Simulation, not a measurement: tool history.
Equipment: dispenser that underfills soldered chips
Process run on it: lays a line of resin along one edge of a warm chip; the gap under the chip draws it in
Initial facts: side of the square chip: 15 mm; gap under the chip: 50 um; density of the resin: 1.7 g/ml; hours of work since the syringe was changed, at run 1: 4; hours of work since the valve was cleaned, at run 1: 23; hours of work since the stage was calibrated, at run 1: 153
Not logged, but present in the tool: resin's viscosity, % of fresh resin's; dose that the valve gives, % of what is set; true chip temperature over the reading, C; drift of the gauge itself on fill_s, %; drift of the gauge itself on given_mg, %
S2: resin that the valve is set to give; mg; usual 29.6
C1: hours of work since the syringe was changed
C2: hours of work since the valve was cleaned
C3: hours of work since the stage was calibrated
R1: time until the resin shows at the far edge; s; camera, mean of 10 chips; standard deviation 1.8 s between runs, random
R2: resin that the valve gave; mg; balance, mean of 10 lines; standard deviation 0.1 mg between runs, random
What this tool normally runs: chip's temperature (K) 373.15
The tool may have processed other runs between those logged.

{"run": 1, "hour": 0.0, "chip's temperature (K)": 373.15, "S2": 29.6, "C1": 4, "C2": 23, "C3": 153, "R1": 258.1, "R2": 29.36}
{"hour": 3.7, "done": "new syringe of resin"}
{"run": 2, "hour": 4.6, "chip's temperature (K)": 373.15, "S2": 29.6, "C1": 1, "C2": 26, "C3": 156, "R1": 191.8, "R2": 29.25}
{"run": 3, "hour": 7.3, "chip's temperature (K)": 373.15, "S2": 28.2, "C1": 3, "C2": 27, "C3": 158, "R1": 234.1, "R2": 27.82}
{"hour": 13.7, "done": "new syringe of resin"}
{"run": 4, "hour": 13.7, "chip's temperature (K)": 373.15, "S2": 28.2, "C1": 0, "C2": 32, "C3": 162, "R1": 185.0, "R2": 27.85}
{"run": 5, "hour": 19.6, "chip's temperature (K)": 373.15, "S2": 29.6, "C1": 4, "C2": 36, "C3": 166, "R1": 259.8, "R2": 29.25}
{"hour": 23.4, "done": "new syringe of resin"}
{"run": 6, "hour": 25.3, "chip's temperature (K)": 373.15, "S2": 29.6, "C1": 1, "C2": 40, "C3": 170, "R1": 214.1, "R2": 29.13}
{"run": 7, "hour": 31.3, "chip's temperature (K)": 373.15, "S2": 29.6, "C1": 6, "C2": 44, "C3": 174, "R1": 303.0, "R2": 29.02}
{"hour": 33.2, "done": "new syringe of resin"}
{"run": 8, "hour": 36.0, "chip's temperature (K)": 373.15, "S2": 29.6, "C1": 2, "C2": 47, "C3": 177, "R1": 220.5, "R2": 29.08}
{"run": 9, "hour": 39.7, "chip's temperature (K)": 373.15, "S2": 29.9, "C1": 5, "C2": 50, "C3": 180, "R1": 272.6, "R2": 29.3}
{"hour": 43.3, "done": "new syringe of resin"}
{"run": 10, "hour": 46.0, "chip's temperature (K)": 373.15, "S2": 29.9, "C1": 2, "C2": 54, "C3": 184, "R1": 220.3, "R2": 29.37}
{"run": 11, "hour": 49.8, "chip's temperature (K)": 373.15, "S2": 29.6, "C1": 5, "C2": 57, "C3": 187, "R1": 274.0, "R2": 28.99}
{"hour": 53.4, "done": "new syringe of resin"}
{"run": 12, "hour": 55.0, "chip's temperature (K)": 376.15, "S2": 29.6, "C1": 1, "C2": 60, "C3": 190, "R1": 178.3, "R2": 28.78}
{"run": 13, "hour": 60.1, "chip's temperature (K)": 376.15, "S2": 29.6, "C1": 5, "C2": 64, "C3": 194, "R1": 242.8, "R2": 28.91}
{"hour": 63.4, "done": "new syringe of resin"}
{"run": 14, "hour": 64.9, "chip's temperature (K)": 373.15, "S2": 29.6, "C1": 1, "C2": 67, "C3": 197, "R1": 203.3, "R2": 28.99}
{"run": 15, "hour": 69.5, "chip's temperature (K)": 373.15, "S2": 29.6, "C1": 4, "C2": 70, "C3": 200, "R1": 273.7, "R2": 28.73}
{"hour": 73.3, "done": "new syringe of resin"}
{"run": 16, "hour": 75.9, "chip's temperature (K)": 373.15, "S2": 37.8, "C1": 2, "C2": 74, "C3": 204, "R1": 213.8, "R2": 36.75}
{"hour": 82.0, "done": "dispensing valve cleaned and set on the balance"}
{"run": 17, "hour": 82.0, "chip's temperature (K)": 373.15, "S2": 37.8, "C1": 5, "C2": 0, "C3": 208, "R1": 291.6, "R2": 37.67}
{"hour": 84.5, "done": "new syringe of resin"}
{"run": 18, "hour": 84.9, "chip's temperature (K)": 373.15, "S2": 37.8, "C1": 0, "C2": 2, "C3": 210, "R1": 188.7, "R2": 37.65}
{"run": 19, "hour": 90.2, "chip's temperature (K)": 370.15, "S2": 37.7, "C1": 4, "C2": 6, "C3": 214, "R1": 299.1, "R2": 37.8}
{"run": 20, "hour": 93.6, "chip's temperature (K)": 375.15, "S2": 25.4, "C1": 6, "C2": 8, "C3": 216, "R1": 305.1, "R2": 25.31}
{"hour": 94.3, "done": "new syringe of resin"}
{"run": 21, "hour": 97.1, "chip's temperature (K)": 375.15, "S2": 25.4, "C1": 2, "C2": 10, "C3": 218, "R1": 214.2, "R2": 25.31}
{"run": 22, "hour": 103.2, "chip's temperature (K)": 373.15, "S2": 31.0, "C1": 6, "C2": 14, "C3": 223, "R1": 318.9, "R2": 30.73}
{"hour": 104.5, "done": "new syringe of resin"}
{"run": 23, "hour": 107.7, "chip's temperature (K)": 373.15, "S2": 26.3, "C1": 2, "C2": 17, "C3": 225, "R1": 231.6, "R2": 26.16}
{"run": 24, "hour": 113.6, "chip's temperature (K)": 359.15, "S2": 26.7, "C1": 6, "C2": 22, "C3": 230, "R1": 654.7, "R2": 26.4}
{"hour": 114.3, "done": "new syringe of resin"}
{"run": 25, "hour": 118.5, "chip's temperature (K)": 359.15, "S2": 26.7, "C1": 3, "C2": 25, "C3": 233, "R1": 488.8, "R2": 26.46}
{"run": 26, "hour": 123.6, "chip's temperature (K)": 359.15, "S2": 26.7, "C1": 7, "C2": 28, "C3": 236, "R1": 668.6, "R2": 26.43}
{"hour": 124.4, "done": "new syringe of resin"}
{"run": 27, "hour": 128.2, "chip's temperature (K)": 359.15, "S2": 26.7, "C1": 3, "C2": 31, "C3": 239, "R1": 487.3, "R2": 26.28}
{"run": 28, "hour": 132.1, "chip's temperature (K)": 372.15, "S2": 27.8, "C1": 5, "C2": 34, "C3": 242, "R1": 321.4, "R2": 27.43}
{"hour": 134.2, "done": "new syringe of resin"}
{"run": 29, "hour": 137.9, "chip's temperature (K)": 360.15, "S2": 29.6, "C1": 3, "C2": 38, "C3": 246, "R1": 426.8, "R2": 29.3}
{"run": 30, "hour": 140.5, "chip's temperature (K)": 373.15, "S2": 27.5, "C1": 4, "C2": 40, "C3": 248, "R1": 276.8, "R2": 27.01}
{"run": 31, "hour": 143.3, "chip's temperature (K)": 373.15, "S2": 27.5, "C1": 6, "C2": 42, "C3": 250, "R1": 321.1, "R2": 27.01}
{"hour": 144.1, "done": "new syringe of resin"}
{"run": 32, "hour": 146.8, "chip's temperature (K)": 375.15, "S2": 30.6, "C1": 2, "C2": 44, "C3": 252, "R1": 202.0, "R2": 30.06}
{"run": 33, "hour": 151.7, "chip's temperature (K)": 375.15, "S2": 38.4, "C1": 5, "C2": 48, "C3": 256, "R1": 268.7, "R2": 37.58}
{"hour": 153.9, "done": "new syringe of resin"}
{"run": 34, "hour": 157.3, "chip's temperature (K)": 385.15, "S2": 36.5, "C1": 2, "C2": 51, "C3": 259, "R1": 130.2, "R2": 35.87}
{"run": 35, "hour": 159.9, "chip's temperature (K)": 368.15, "S2": 37.1, "C1": 4, "C2": 53, "C3": 261, "R1": 337.8, "R2": 36.4}

For each run, the measured value with the value that run would have given without the tool's hidden condition subtracted. The run-to-run variation is shared by both, the gauge scatter possibly not:
run=1 R1=+84.0 R2=-0.26
run=2 R1=+16.7 R2=-0.29
run=3 R1=+53.3 R2=-0.30
run=4 R1=+5.5 R2=-0.35
run=5 R1=+83.1 R2=-0.42
run=6 R1=+33.3 R2=-0.45
run=7 R1=+124.6 R2=-0.50
run=8 R1=+41.9 R2=-0.53
run=9 R1=+96.6 R2=-0.56
run=10 R1=+42.6 R2=-0.61
run=11 R1=+98.2 R2=-0.63
run=12 R1=+24.2 R2=-0.66
run=13 R1=+88.9 R2=-0.70
run=14 R1=+28.3 R2=-0.74
run=15 R1=+94.3 R2=-0.77
run=16 R1=+37.4 R2=-1.05
run=17 R1=+114.6 R2=-0.01
run=18 R1=+15.2 R2=-0.04
run=19 R1=+98.8 R2=-0.09
run=20 R1=+138.3 R2=-0.08
run=21 R1=+44.2 R2=-0.10
run=22 R1=+143.1 R2=-0.17
run=23 R1=+50.9 R2=-0.18
run=24 R1=+299.1 R2=-0.22
run=25 R1=+130.9 R2=-0.24
run=26 R1=+308.7 R2=-0.29
run=27 R1=+131.5 R2=-0.31
run=28 R1=+135.5 R2=-0.35
run=29 R1=+100.2 R2=-0.41
run=30 R1=+94.9 R2=-0.41
run=31 R1=+142.7 R2=-0.42
run=32 R1=+39.9 R2=-0.49
run=33 R1=+107.3 R2=-0.67
run=34 R1=+29.1 R2=-0.69
run=35 R1=+115.1 R2=-0.72

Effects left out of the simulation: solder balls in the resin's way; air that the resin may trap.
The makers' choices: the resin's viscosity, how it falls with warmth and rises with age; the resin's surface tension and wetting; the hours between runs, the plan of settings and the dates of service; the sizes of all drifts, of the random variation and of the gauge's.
